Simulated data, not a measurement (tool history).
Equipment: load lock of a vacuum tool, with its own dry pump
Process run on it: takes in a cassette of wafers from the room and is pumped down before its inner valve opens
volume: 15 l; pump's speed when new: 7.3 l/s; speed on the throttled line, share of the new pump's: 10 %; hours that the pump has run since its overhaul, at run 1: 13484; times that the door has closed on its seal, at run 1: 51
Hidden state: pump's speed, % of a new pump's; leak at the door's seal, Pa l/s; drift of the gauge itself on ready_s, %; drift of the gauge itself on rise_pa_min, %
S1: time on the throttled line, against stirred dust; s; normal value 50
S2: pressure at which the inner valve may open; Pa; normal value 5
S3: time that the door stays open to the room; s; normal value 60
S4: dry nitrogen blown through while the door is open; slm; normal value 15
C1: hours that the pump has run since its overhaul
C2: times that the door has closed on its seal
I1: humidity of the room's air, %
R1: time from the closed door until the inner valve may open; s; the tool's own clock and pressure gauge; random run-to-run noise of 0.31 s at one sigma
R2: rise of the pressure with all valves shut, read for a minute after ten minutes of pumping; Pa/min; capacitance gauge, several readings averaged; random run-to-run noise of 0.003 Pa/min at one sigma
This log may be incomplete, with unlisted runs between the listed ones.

run	hour	S1	S2	S3	S4	C1	C2	I1	R1	R2
1	0	50	5	60	15	13484	51	45.1	67.7	0.048
2	150.8	50	5	60	15	13635	241	43.4	67.6	0.047
3	260.8	50	5	60	15	13745	380	46.7	68	0.051
4	397.7	50	5	60	15	13882	553	40.6	66.9	0.05
5	528.7	50	5	60	15	14013	718	47.3	67.7	0.054
6	689.4	50	5	60	15	14173	921	44.8	67.7	0.049
7	851.5	50	8	60	15	14335	1126	43.6	66.2	0.051
8	992	50	8	60	15	14476	1303	45.3	66.7	0.053
9	1157	47	5	60	15	14641	1511	41.7	64.8	0.054
10	1250.4	47	5	60	15	14734	1629	41.3	64.7	0.049
11	1322.2	50	5	60	15	14806	1720	46.6	67.8	0.053
12	1458.2	50	5	60	33	14942	1891	44	67.6	0.034
13	1586.3	50	5	60	33	15070	2053	45.2	68.2	0.04
14	1761.7	50	5	60	9	15246	2274	44.1	67.7	0.061
15	1884.8	50	5	60	15	15369	2430	44.1	67.5	0.046
16	1996.9	50	5	60	15	15481	2571	47.7	67.9	0.052
17	2126.3	50	5	60	15	15610	2734	46.8	67.5	0.051
18	2232.1	70	5	60	15	15716	2868	47.3	85.1	0.054
19	2382.5	70	7	131	15	15866	3058	49.9	84.9	0.095
20	2492.9	67	9	59	6	15977	3197	47.6	81.6	0.077
21	2593.4	59	10	59	31	16077	3324	45.2	73.6	0.044
22	2768.3	42	5	60	31	16252	3545	46	60.9	0.038
23	2873.4	42	5	60	4	16357	3677	43.2	61.3	0.081
24	3028.7	42	5	60	4	16513	3873	47.3	61.2	0.084
25	3133.6	99	9	75	4	16618	4006	42.8	109.5	0.087
26	3211.8	62	8	35	13	16696	4104	42.3	77.4	0.042
27	3287	71	5	28	15	16771	4199	43.1	87.4	0.038
28	3392.9	50	5	95	15	16877	4333	46.5	68.2	0.076
29	3498	50	8	60	15	16982	4466	43.4	66.9	0.058
30	3581.8	61	4	117	4	17066	4571	42	78.4	0.109
31	3669.1	46	5	60	15	17153	4681	44.6	64.7	0.061
32	3768.6	33	9	60	15	17252	4807	44.1	51.6	0.057
33	3940.9	84	4	60	15	17425	5024	43.7	98.5	0.056
34	4096.8	84	4	60	15	17581	5221	41.8	98.8	0.061
35	4231.1	33	5	197	6	17715	5391	41.8	53.5	0.145
36	4383.9	33	5	26	6	17868	5584	40.4	53.6	0.045

Measured result minus the same run's result without the hidden state. Both carry the same run-to-run variation, though not necessarily the same gauge scatter:
run	R1	R2
1	+1.9	+0.001
2	+1.9	+0.002
3	+2	+0.002
4	+2	+0.002
5	+2	+0.002
6	+2.1	+0.003
7	+2	+0.003
8	+1.9	+0.004
9	+2.2	+0.004
10	+2.2	+0.004
11	+2.1	+0.004
12	+2.2	+0.004
13	+2.2	+0.005
14	+2.3	+0.004
15	+2.3	+0.005
16	+2.3	+0.005
17	+2.3	+0.005
18	+2.1	+0.007
19	+2	+0.007
20	+1.9	+0.007
21	+2	+0.007
22	+2.6	+0.007
23	+2.6	+0.008
24	+2.7	+0.008
25	+1.5	+0.008
26	+2.1	+0.008
27	+2.3	+0.009
28	+2.5	+0.009
29	+2.4	+0.009
30	+2.5	+0.009
31	+2.7	+0.01
32	+2.7	+0.01
33	+2.2	+0.01
34	+2.2	+0.011
35	+3	+0.012
36	+3	+0.012

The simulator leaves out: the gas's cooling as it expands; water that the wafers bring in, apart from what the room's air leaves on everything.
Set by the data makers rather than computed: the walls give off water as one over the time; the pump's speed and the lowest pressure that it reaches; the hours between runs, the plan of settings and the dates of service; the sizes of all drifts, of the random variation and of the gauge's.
